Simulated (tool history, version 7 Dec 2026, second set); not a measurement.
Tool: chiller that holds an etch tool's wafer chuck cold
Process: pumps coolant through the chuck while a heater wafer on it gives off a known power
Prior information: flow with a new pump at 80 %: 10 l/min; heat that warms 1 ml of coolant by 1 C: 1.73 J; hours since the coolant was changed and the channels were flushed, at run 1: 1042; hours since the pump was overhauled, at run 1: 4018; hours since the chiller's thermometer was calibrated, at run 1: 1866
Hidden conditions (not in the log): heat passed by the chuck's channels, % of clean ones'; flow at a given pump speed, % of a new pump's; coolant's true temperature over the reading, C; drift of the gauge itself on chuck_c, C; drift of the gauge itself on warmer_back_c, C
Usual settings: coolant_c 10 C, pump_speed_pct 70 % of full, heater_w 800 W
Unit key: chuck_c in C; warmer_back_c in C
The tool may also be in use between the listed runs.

run,hour,coolant_c,pump_speed_pct,heater_w,hours since the coolant was changed and the channels were flushed,hours since the pump was overhauled,hours since the chiller's thermometer was calibrated,chuck_c,warmer_back_c
1,0.0,10,70,800,1042,4018,1866,16.66,3.63
2,85.4,10,70,800,1127,4103,1952,16.60,3.67
3,179.9,10,70,800,1221,4198,2046,16.61,3.83
4,269.5,10,70,800,1311,4287,2136,16.69,3.79
5,326.0,10,70,800,1368,4344,2192,16.73,3.70
6,376.6,10,70,800,1418,4394,2243,16.68,3.75
# hour 425.6: chiller's thermometer calibrated
7,463.5,10,70,800,1504,4480,38,17.13,3.76
8,514.2,10,70,451,1555,4531,89,14.08,2.11
9,588.8,10,77,682,1629,4606,163,15.66,2.93
10,688.0,10,87,788,1729,4705,262,15.87,2.99
11,789.2,10,87,788,1830,4806,364,16.05,3.01
12,880.3,14,87,788,1921,4897,455,19.95,3.05
13,971.6,14,87,788,2012,4989,546,20.03,3.04

Measured less the same run without the tool's hidden state. The same run-to-run variation is in both; the gauge's scatter may not be:
run,chuck_c,warmer_back_c
1,+0.60,+0.50
2,+0.62,+0.52
3,+0.64,+0.54
4,+0.66,+0.56
5,+0.67,+0.55
6,+0.68,+0.57
7,+1.18,+0.58
8,+0.69,+0.33
9,+0.95,+0.46
10,+1.01,+0.48
11,+1.02,+0.50
12,+1.04,+0.51
13,+1.05,+0.52

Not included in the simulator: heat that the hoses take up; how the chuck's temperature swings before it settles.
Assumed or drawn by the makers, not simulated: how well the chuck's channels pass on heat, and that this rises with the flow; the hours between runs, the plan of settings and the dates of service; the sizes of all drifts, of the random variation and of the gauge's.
